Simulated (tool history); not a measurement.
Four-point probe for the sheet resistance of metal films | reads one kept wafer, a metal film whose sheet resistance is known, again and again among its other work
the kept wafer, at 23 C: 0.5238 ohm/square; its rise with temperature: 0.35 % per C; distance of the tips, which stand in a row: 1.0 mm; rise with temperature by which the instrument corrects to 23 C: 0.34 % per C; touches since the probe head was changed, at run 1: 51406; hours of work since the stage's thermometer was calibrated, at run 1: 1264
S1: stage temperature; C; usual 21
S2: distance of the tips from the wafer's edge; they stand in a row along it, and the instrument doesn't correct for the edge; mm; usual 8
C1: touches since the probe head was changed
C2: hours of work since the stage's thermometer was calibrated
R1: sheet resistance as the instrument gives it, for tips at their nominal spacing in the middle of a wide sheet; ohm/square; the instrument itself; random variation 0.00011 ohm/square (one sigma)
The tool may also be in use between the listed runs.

| run | hour | S1 | S2 | C1 | C2 | R1 |
|---|---|---|---|---|---|---|
| 1 | 0 | 21 | 8 | 51406 | 1264 | 0.528205 |
| 2 | 70.4 | 21 | 8 | 54856 | 1310 | 0.528102 |
| 3 | 105.6 | 21 | 8 | 56583 | 1333 | 0.527984 |
| 4 | 140.2 | 32 | 8 | 58278 | 1356 | 0.528232 |
| 5 | 211.4 | 32 | 8 | 61768 | 1403 | 0.528509 |
| 6 | 258.8 | 32 | 8 | 64091 | 1435 | 0.528251 |
| 7 | 309.3 | 32 | 8 | 66569 | 1468 | 0.528238 |
| 8 | 359.3 | 22 | 8 | 69018 | 1501 | 0.527855 |
| 9 | 402.4 | 33 | 8 | 71131 | 1530 | 0.528458 |
| 10 | 458.1 | 33 | 8 | 73864 | 1566 | 0.528399 |
| 11 | 506.2 | 33 | 8 | 76222 | 1598 | 0.528051 |
| 12 | 547.8 | 21 | 8 | 78260 | 1626 | 0.52772 |
| 13 | 601.1 | 21 | 8 | 80876 | 1661 | 0.527797 |
| 14 | 658.6 | 21 | 8 | 83694 | 1699 | 0.527754 |
|  | 673.9 | stage's thermometer calibrated |
| 15 | 709.6 | 21 | 8 | 86171 | 24 | 0.528027 |
| 16 | 780.4 | 21 | 8 | 89641 | 70 | 0.527578 |
|  | 791 | stage's thermometer calibrated, once more |
| 17 | 861.4 | 25 | 14 | 93588 | 47 | 0.524191 |
| 18 | 906.4 | 21 | 24 | 95790 | 76 | 0.523022 |
| 19 | 949.3 | 25 | 10 | 97893 | 105 | 0.525545 |
| 20 | 1012.9 | 25 | 10 | 101011 | 147 | 0.525881 |
| 21 | 1078.6 | 35 | 6 | 104235 | 190 | 0.530784 |
| 22 | 1114.8 | 23 | 9 | 106007 | 214 | 0.526005 |
| 23 | 1168.7 | 23 | 19 | 108652 | 250 | 0.523166 |
| 24 | 1224.8 | 20 | 14 | 111401 | 287 | 0.523756 |
| 25 | 1299.1 | 20 | 14 | 115044 | 336 | 0.523705 |
| 26 | 1357.2 | 30 | 18 | 117892 | 374 | 0.523461 |
| 27 | 1390.3 | 30 | 18 | 119515 | 396 | 0.52351 |
| 28 | 1459.7 | 25 | 57 | 122914 | 442 | 0.522368 |
| 29 | 1498.8 | 25 | 57 | 124832 | 468 | 0.522285 |
| 30 | 1552.2 | 20 | 57 | 127452 | 503 | 0.522008 |
| 31 | 1605.6 | 29 | 8 | 130069 | 539 | 0.526829 |
| 32 | 1646.2 | 31 | 3 | 132061 | 565 | 0.551859 |

5 ways to go on from here, each from the tool as it stands after run 32. What would each give?
| A | 1683.6 | 19 | 22 | 133894 | 590 | ? |
| B | 1683.6 | 25 | 16 | 133894 | 590 | ? |
| C | 1683.6 | 32 | 30 | 133894 | 590 | ? |
| D | 1683.6 | 34 | 11 | 133894 | 590 | ? |
| E | 1683.6 | 30 | 10 | 133894 | 590 | ? |

| run | R1 |
|---|---|
| A | 0.522528 |
| B | 0.52323 |
| C | 0.52279 |
| D | 0.524785 |
| E | 0.525304 |
Without the tool's hidden state the same runs would have given:
| run | R1 |
|---|---|
| A | 0.524211 |
| B | 0.524917 |
| C | 0.524477 |
| D | 0.526477 |
| E | 0.526998 |

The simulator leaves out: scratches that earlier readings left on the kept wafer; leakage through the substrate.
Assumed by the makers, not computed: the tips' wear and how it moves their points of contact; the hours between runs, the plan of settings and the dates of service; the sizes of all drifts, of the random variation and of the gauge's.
